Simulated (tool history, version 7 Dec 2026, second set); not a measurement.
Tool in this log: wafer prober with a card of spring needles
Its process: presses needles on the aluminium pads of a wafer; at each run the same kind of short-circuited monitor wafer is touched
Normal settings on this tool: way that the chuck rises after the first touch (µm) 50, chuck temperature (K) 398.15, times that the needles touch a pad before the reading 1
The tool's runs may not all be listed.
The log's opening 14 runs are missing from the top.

run,hour,way that the chuck rises after the first touch (µm),chuck temperature (K),times that the needles touch a pad before the reading,resistance of one needle with its contact and lead (mohm),way that a needle slides on the pad (µm)
15,131,50,398.15,1,309,7.3
16,140.4,50,398.15,1,312,7.34
17,152,50,317.15,1,285,7.33
18,160.4,50,317.15,1,295,7.34
# hour 167.1: tips cleaned on abrasive film
19,171.1,50,317.15,1,267,7.28
20,184.7,49,317.15,1,288,7.13
21,191.9,63,398.15,2,294,9.21
22,204.9,43,398.15,1,321,6.28
23,214.2,43,353.15,2,289,6.27
# hour 216.8: tips cleaned on abrasive film
24,221,36,334.15,3,269,5.19
25,231.1,44,334.15,2,283,6.39
26,245.7,68,334.15,1,284,9.95
27,254.4,68,334.15,1,292,9.97
# hour 266.6: tips cleaned on abrasive film
28,269,50,398.15,2,278,7.3
29,275.7,39,303.15,1,279,5.67
30,286,39,303.15,1,296,5.67
31,292.7,39,303.15,1,301,5.63
32,305.3,43,302.15,1,296,6.25
# hour 315.8: tips cleaned on abrasive film
33,320.5,48,398.15,2,280,6.99
34,327.4,48,398.15,2,293,6.94

Estimate the outcome of run 35 from the log above:
35,339.3,32,398.15,1,?,?

Run 35 measured resistance of one needle with its contact and lead (mohm) 337, way that a needle slides on the pad (µm) 4.62.
Take away the tool's hidden state, keep the run-to-run variation as it was, and the same run would have given resistance of one needle with its contact and lead (mohm) 276, way that a needle slides on the pad (µm) 4.74.

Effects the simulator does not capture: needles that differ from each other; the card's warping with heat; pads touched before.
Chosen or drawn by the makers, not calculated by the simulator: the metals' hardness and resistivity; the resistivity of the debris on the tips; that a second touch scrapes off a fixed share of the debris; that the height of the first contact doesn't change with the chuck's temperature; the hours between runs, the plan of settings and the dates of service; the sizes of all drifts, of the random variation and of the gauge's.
